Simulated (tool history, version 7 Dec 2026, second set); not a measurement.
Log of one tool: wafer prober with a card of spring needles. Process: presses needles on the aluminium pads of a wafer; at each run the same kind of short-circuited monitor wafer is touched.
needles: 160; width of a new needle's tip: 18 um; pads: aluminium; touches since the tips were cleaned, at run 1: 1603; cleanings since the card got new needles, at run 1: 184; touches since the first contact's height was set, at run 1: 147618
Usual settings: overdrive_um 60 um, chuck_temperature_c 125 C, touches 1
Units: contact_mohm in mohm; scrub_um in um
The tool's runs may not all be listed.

run,hour,overdrive_um,chuck_temperature_c,touches,touches since the tips were cleaned,cleanings since the card got new needles,touches since the first contact's height was set,contact_mohm,scrub_um
1,0,60,125,1,1603,184,147618,214,16.28
# hour 1: tips cleaned on abrasive film
# hour 5.3: tips cleaned on abrasive film
# hour 9.7: tips cleaned on abrasive film
# hour 14: tips cleaned on abrasive film
2,17.2,60,125,1,1559,188,155907,215,16.32
# hour 18.2: tips cleaned on abrasive film
# hour 22.5: tips cleaned on abrasive film
# hour 26.9: tips cleaned on abrasive film
3,28.6,60,125,1,871,191,161407,216,16.21
# hour 30.4: tips cleaned on abrasive film
# hour 34.8: tips cleaned on abrasive film
# hour 38.7: tips cleaned on abrasive film
4,38.7,60,125,1,0,194,166207,218,16.29
# hour 43: tips cleaned on abrasive film
# hour 46.6: tips cleaned on abrasive film
5,47.2,60,125,1,332,196,170326,215,16.24
# hour 50.7: tips cleaned on abrasive film
# hour 55.1: tips cleaned on abrasive film
# hour 58.6: tips cleaned on abrasive film
# hour 63: tips cleaned on abrasive film
6,65.9,60,125,1,1437,200,179338,215,16.37
# hour 66.8: tips cleaned on abrasive film
# hour 71.1: tips cleaned on abrasive film
# hour 75.5: tips cleaned on abrasive film
# hour 79.8: tips cleaned on abrasive film
7,80.9,60,125,1,537,204,186543,217,16.25
# hour 83.6: tips cleaned on abrasive film
# hour 87.9: tips cleaned on abrasive film
# hour 91.4: tips cleaned on abrasive film
# hour 95.8: tips cleaned on abrasive film
8,96.2,60,125,1,186,208,193873,215,16.27
# hour 99.7: tips cleaned on abrasive film
# hour 103.2: tips cleaned on abrasive film
# hour 107.5: tips cleaned on abrasive film
9,110.5,60,125,1,1464,211,200807,215,16.3
# hour 111.5: tips cleaned on abrasive film
# hour 115.8: tips cleaned on abrasive film
# hour 120.2: tips cleaned on abrasive film
# hour 124.6: tips cleaned on abrasive film
10,125.6,60,125,1,536,215,208071,216,16.14
# hour 128.3: tips cleaned on abrasive film
# hour 132.7: tips cleaned on abrasive film
# hour 137: tips cleaned on abrasive film
# hour 141.4: tips cleaned on abrasive film
11,143.2,45,125,1,911,219,216559,221,12.18
# hour 145: tips cleaned on abrasive film
# hour 148.5: tips cleaned on abrasive film
# hour 152.8: tips cleaned on abrasive film
# hour 156.5: height of the first contact set anew
# hour 156.8: tips cleaned on abrasive film
12,156.8,60,90,1,0,223,114,210,16.23
# hour 161.1: tips cleaned on abrasive film
# hour 164.6: tips cleaned on abrasive film
# hour 169: tips cleaned on abrasive film
13,171.4,60,90,1,1183,226,7150,209,16.09
# hour 173.1: tips cleaned on abrasive film
# hour 176.6: tips cleaned on abrasive film
# hour 180.9: tips cleaned on abrasive film
# hour 185.2: tips cleaned on abrasive film
14,186.5,60,90,1,635,230,14422,206,16.34
# hour 189.2: tips cleaned on abrasive film
# hour 193.5: tips cleaned on abrasive film
# hour 197.9: tips cleaned on abrasive film
15,198.5,60,63,1,294,233,20179,206,16.24
# hour 202: tips cleaned on abrasive film
# hour 205.5: tips cleaned on abrasive film
16,208.9,72,44,1,1680,235,25219,197,19.42
# hour 209.8: tips cleaned on abrasive film
# hour 214.2: tips cleaned on abrasive film
# hour 218.6: tips cleaned on abrasive film
# hour 222.1: tips cleaned on abrasive film
# hour 226.4: tips cleaned on abrasive film
17,228.2,45,44,2,857,240,34489,202,12.17
# hour 230: tips cleaned on abrasive film
# hour 233.5: tips cleaned on abrasive film
# hour 237.8: tips cleaned on abrasive film
# hour 241.3: tips cleaned on abrasive film
# hour 245.2: tips cleaned on abrasive film
18,245.2,45,44,2,0,245,42641,202,12.19
# hour 249.5: tips cleaned on abrasive film
# hour 253.9: tips cleaned on abrasive film
# hour 258.3: tips cleaned on abrasive film
# hour 262.6: tips cleaned on abrasive film
19,263.5,45,44,2,437,249,51474,203,12.23
# hour 266.2: tips cleaned on abrasive film
# hour 270.5: tips cleaned on abrasive film
20,272.9,41,45,1,1182,251,56023,204,10.98
# hour 274.7: tips cleaned on abrasive film
# hour 279: tips cleaned on abrasive film
21,281.3,41,45,1,1101,253,60044,204,11.05
# hour 283.1: tips cleaned on abrasive film
# hour 287.4: tips cleaned on abrasive film
22,289.6,55,125,2,1083,255,64038,213,14.87

The next listed run, before its measurement:
# hour 291.4: tips cleaned on abrasive film
# hour 295.7: tips cleaned on abrasive film
# hour 300: tips cleaned on abrasive film
# hour 304.4: tips cleaned on abrasive film
23,307.2,54,59,2,1391,259,72524,?,?

Run 23 gave contact_mohm 204 mohm, scrub_um 14.63 um.
Without the tool's hidden state the same run would have given contact_mohm 204 mohm, scrub_um 14.64 um.

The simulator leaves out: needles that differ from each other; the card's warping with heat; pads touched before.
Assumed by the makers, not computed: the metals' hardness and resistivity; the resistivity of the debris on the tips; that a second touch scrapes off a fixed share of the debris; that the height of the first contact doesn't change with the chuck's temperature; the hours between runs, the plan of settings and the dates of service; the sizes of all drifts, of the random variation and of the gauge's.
